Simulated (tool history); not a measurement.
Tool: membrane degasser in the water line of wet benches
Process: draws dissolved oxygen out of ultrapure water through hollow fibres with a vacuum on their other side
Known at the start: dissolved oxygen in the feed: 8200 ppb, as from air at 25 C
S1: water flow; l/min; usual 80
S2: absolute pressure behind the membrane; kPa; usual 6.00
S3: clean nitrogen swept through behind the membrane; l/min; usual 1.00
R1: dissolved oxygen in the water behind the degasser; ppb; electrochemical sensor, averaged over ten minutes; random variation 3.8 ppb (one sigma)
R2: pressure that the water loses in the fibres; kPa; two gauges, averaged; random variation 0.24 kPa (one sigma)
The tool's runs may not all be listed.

run    hour   S1     S2    S3      R1     R2
  1     0.0   80   6.00  1.00   424.3  63.64
  2   114.5   80   6.00  1.00   428.8  63.77
  3   245.6   80   6.00  1.00   428.0  64.10
  4   335.1   80   6.00  1.00   432.9  64.24
  5   443.7   80   6.00  1.00   427.4  64.10
  6   527.6   80   4.42  1.00   226.6  64.26
  7   631.5   80   7.36  1.00   596.1  64.13
  8   756.4   80   7.36  1.00   598.2  64.65
  9   877.0   80   6.00  1.00   432.8  64.19
 10  1008.6   54   6.00  1.00   314.9  43.46
 11  1094.8   54   6.00  1.00   318.0  43.47
 12  1151.2   54   6.00  1.00   318.0  43.65
 13  1276.3   54   6.00  1.00   318.9  43.61
 14  1368.0   80  14.32  1.00  1376.0  64.85
 15  1490.7   80  14.32  1.00  1396.3  64.61
 16  1613.1   80  14.32  1.00  1391.0  64.78
 17  1732.3   80  10.62  1.00   984.6  64.53
 18  1833.2   66   8.22  1.57   446.5  53.27
 19  1947.7   66   8.22  1.57   440.5  53.96
 20  2073.1   66   8.22  1.57   445.1  54.17
 21  2150.8   49   6.62  1.92   212.7  39.94
 22  2273.9   49   6.62  1.92   210.2  39.55
 23  2375.4   70  12.49  1.49   822.5  56.84
 24  2502.2   70  12.49  1.49   841.6  57.16
 25  2561.5   94  10.66  2.55   611.7  76.86
 26  2630.5   80   6.00  0.66   565.5  65.35
 27  2710.1   98   8.90  1.83   649.1  79.99
 28  2801.1   79   8.35  2.15   425.4  64.63
 29  2858.9   79   8.35  2.15   436.7  64.61
 30  2933.4   80  11.94  0.53  1593.9  65.53
     2966.9  -- vacuum gauge calibrated
 31  3018.5  107  11.71  0.52  1741.2  87.56
 32  3079.1   96   6.00  0.59   584.9  78.99

4 ways to go on from here, each from the tool as it stands after run 32. What would each give?
  A  3158.5   66  4.14  0.94   ?   ?
  B  3158.5  119  6.00  0.59   ?   ?
  C  3158.5   96  5.63  1.10   ?   ?
  D  3158.5   62  6.00  0.59   ?   ?

run     R1     R2
  A  121.3  54.13
  B  709.8  97.56
  C  384.2  79.14
  D  435.3  51.04
Without the tool's hidden state the same runs would have given:
run     R1     R2
  A  122.0  51.66
  B  697.7  93.10
  C  377.0  75.53
  D  439.7  48.72
